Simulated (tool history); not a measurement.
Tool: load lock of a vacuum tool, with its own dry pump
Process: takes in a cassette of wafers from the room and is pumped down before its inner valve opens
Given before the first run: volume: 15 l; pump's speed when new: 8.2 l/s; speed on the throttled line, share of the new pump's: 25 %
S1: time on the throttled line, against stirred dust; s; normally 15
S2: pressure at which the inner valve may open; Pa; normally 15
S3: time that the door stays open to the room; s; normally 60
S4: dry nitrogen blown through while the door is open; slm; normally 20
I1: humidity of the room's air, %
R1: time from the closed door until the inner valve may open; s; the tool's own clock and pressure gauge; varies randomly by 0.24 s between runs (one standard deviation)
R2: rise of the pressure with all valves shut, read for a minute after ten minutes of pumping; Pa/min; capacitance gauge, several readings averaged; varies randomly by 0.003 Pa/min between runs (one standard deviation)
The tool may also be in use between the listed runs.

run,hour,S1,S2,S3,S4,I1,R1,R2
1,0.0,15,15,60,20,46.9,29.5,0.071
2,69.3,15,15,60,20,45.3,29.5,0.069
3,156.5,15,15,60,20,42.5,28.9,0.067
4,257.1,15,15,60,20,47.4,29.4,0.079
5,370.2,15,15,60,20,46.5,29.4,0.076
6,437.2,15,15,60,20,43.9,29.1,0.073
7,500.0,15,15,60,20,46.4,29.6,0.079
8,583.3,15,15,192,20,43.8,29.2,0.094
9,689.5,15,15,192,20,46.5,29.3,0.100
10,759.5,15,15,30,20,45.7,29.2,0.073
11,855.3,15,15,30,20,46.0,29.0,0.081
12,935.1,15,15,30,20,46.9,29.3,0.077
13,1020.8,11,11,92,14,42.5,27.2,0.102
14,1095.7,11,11,92,14,43.1,27.2,0.101
15,1154.4,11,11,92,14,46.4,27.2,0.099
16,1249.1,15,15,229,9,46.0,29.2,0.139
17,1333.3,8,22,130,29,44.3,23.7,0.095
18,1447.6,9,15,60,20,46.5,25.0,0.093
19,1545.9,9,15,60,20,47.0,24.7,0.099

How would selected steps in R1 from run to run divide? Give the signed amount a tool lacking its hidden state would still show from settings, what came in and random variation, and the signed amount left for the hidden state, including any gauge scatter that is not in both of the compared results.
What the log doesn't record here: pump's speed, % of a new pump's; leak at the door's seal, Pa l/s; drift of the gauge itself on ready_s, %; drift of the gauge itself on rise_pa_min, %.
Run 12 -> 13: S1 15 -> 11, S2 15 -> 11, S3 30 -> 92, S4 20 -> 14. R1 -2.1 s: hidden state +0.4, all else -2.5.
Run 16 -> 17: S1 15 -> 8, S2 15 -> 22, S3 229 -> 130, S4 9 -> 29. R1 -5.5 s: hidden state +0.2, all else -5.7.

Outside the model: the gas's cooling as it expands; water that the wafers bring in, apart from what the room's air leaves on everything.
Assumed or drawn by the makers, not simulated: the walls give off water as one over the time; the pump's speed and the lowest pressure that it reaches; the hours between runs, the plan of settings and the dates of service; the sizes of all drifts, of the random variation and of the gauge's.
